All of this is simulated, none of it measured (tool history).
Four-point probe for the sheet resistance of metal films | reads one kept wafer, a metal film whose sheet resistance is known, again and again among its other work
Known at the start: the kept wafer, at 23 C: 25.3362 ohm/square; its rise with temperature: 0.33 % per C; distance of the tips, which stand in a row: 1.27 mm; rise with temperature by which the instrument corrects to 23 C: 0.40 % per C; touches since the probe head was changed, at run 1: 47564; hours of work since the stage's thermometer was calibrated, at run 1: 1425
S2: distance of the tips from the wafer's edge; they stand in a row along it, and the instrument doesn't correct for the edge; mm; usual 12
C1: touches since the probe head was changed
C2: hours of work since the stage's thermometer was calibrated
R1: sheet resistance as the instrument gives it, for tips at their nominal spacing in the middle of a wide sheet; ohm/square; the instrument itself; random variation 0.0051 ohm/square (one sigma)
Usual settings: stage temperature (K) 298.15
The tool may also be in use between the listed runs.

Run 1, hour 0: usual settings; C1 47564; C2 1425. Result: R1 25.447548 ohm/square.
Run 2, hour 66.5: usual settings; C1 48332; C2 1459. Result: R1 25.448828 ohm/square.
Run 3, hour 130.8: usual settings but stage temperature (K) 293.15; C1 49075; C2 1492. Result: R1 25.547844 ohm/square.
Run 4, hour 249.3: usual settings but stage temperature (K) 293.15; C1 50443; C2 1552. Result: R1 25.551583 ohm/square.
Run 5, hour 353.2: usual settings but stage temperature (K) 293.15; C1 51642; C2 1605. Result: R1 25.542057 ohm/square.
Run 6, hour 404.3: usual settings but stage temperature (K) 293.15; C1 52232; C2 1631. Result: R1 25.543289 ohm/square.
Run 7, hour 475.1: usual settings but stage temperature (K) 297.15; C1 53049; C2 1667. Result: R1 25.463222 ohm/square.
Run 8, hour 536.9: usual settings but stage temperature (K) 297.15, S2 3 mm; C1 53763; C2 1699. Result: R1 27.533906 ohm/square.
Run 9, hour 641.2: usual settings but S2 48 mm; C1 54967; C2 1752. Result: R1 25.312866 ohm/square.
Run 10, hour 712.3: usual settings but S2 48 mm; C1 55787; C2 1788. Result: R1 25.316413 ohm/square.
Run 11, hour 813: usual settings but stage temperature (K) 302.15, S2 18 mm; C1 56950; C2 1840. Result: R1 25.303528 ohm/square.
Run 12, hour 872: usual settings but stage temperature (K) 302.15, S2 73 mm; C1 57632; C2 1870. Result: R1 25.233202 ohm/square.
Run 13, hour 931.7: usual settings but stage temperature (K) 293.15, S2 16 mm; C1 58321; C2 1900. Result: R1 25.482551 ohm/square.
Run 14, hour 1024.1: usual settings but stage temperature (K) 300.15, S2 11 mm; C1 59387; C2 1947. Result: R1 25.448494 ohm/square.

5 ways to go on from here, each from the tool as it stands after run 14. What would each give?
Run A, hour 1114.4: usual settings but stage temperature (K) 301.15, S2 10 mm; C1 60430; C2 1993. Result: R1 ?.
Run B, hour 1114.4: usual settings but stage temperature (K) 297.15, S2 6 mm; C1 60430; C2 1993. Result: R1 ?.
Run C, hour 1114.4: usual settings but stage temperature (K) 300.15, S2 17 mm; C1 60430; C2 1993. Result: R1 ?.
Run D, hour 1114.4: usual settings but stage temperature (K) 299.15, S2 11 mm; C1 60430; C2 1993. Result: R1 ?.
Run E, hour 1114.4: usual settings but stage temperature (K) 297.15, S2 32 mm; C1 60430; C2 1993. Result: R1 ?.

run         R1
  A  25.459957
  B  25.912024
  C    25.3363
  D  25.468047
  E  25.340657
Without the tool's hidden state the same runs would have given:
run         R1
  A  25.459655
  B  25.911729
  C  25.336002
  D   25.46775
  E  25.340366
